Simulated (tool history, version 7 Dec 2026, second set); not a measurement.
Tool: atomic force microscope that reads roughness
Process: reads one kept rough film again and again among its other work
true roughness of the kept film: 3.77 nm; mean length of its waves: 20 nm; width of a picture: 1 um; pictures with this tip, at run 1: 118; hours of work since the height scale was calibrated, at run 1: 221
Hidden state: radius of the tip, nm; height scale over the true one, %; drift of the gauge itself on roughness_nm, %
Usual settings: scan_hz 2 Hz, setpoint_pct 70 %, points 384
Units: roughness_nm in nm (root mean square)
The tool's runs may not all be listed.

run   hour  scan_hz  setpoint_pct  points  pictures with this tip  hours of work since the height scale was calibrated  roughness_nm
  1      0        2            70     384                     118                                                  221         2.566
  2    9.9        2            70     384                     132                                                  227         2.553
  3   23.2        2            70     384                     150                                                  235         2.565
      34.3  -- new tip fitted
  4   35.3        2            58     384                       1                                                  243         2.618
  5     48     0.92            70     384                      19                                                  251         2.614
  6   57.8     0.92            70     384                      33                                                  257         2.642
  7   65.5        2            78     384                      43                                                  262         2.499
  8   79.6        2            70     384                      63                                                  271         2.573
  9   93.4        2            88     384                      82                                                  280         2.393
 10    107        2            59     384                     101                                                  289         2.627
 11  119.1     0.95            59     384                     118                                                  296         2.655
 12  128.7        2            70     384                     131                                                  303         2.551
 13  139.6        2            70     384                     146                                                  310         2.565
 14    150        2            70     384                     161                                                  316         2.555
     153.8  -- new tip fitted
 15  159.9     2.28            77     366                       9                                                  322         2.472
 16  169.2     2.28            73     796                      22                                                  328         2.577
 17  179.2     0.55            81     395                      36                                                  335         2.628
 18  188.9     0.53            70     384                      49                                                  341         2.684
 19  200.9     1.51            70     798                      66                                                  349         2.622
 20  207.8     1.52            70     384                      76                                                  353         2.589
 21  213.8     1.12            70     384                      84                                                  357         2.622
 22  224.2     1.12            70     384                      98                                                  363         2.621
 23  231.5      2.5            86     364                     109                                                  368         2.346
 24  244.6      3.8            57     922                     127                                                  377         2.617
 25  258.9        2            73     321                     147                                                  386         2.517
     272.8  -- new tip fitted
 26  272.8     1.43            70     571                       0                                                  394         2.616
 27  286.8     2.54            63     443                      20                                                  403         2.574
 28  296.6     0.92            70     443                      34                                                  409         2.658

Forecast each of these 4 alternatives for the next run:
  A  311.4      0.6            56     412                      54                                                  419             ?
  B  311.4        1            70     443                      54                                                  419             ?
  C  311.4     0.94            76     671                      54                                                  419             ?
  D  311.4      2.3            87     443                      54                                                  419             ?

run  roughness_nm
  A         2.684
  B         2.639
  C          2.65
  D         2.367
Without the tool's hidden state the same runs would have given:
run  roughness_nm
  A         2.686
  B         2.641
  C         2.652
  D         2.369
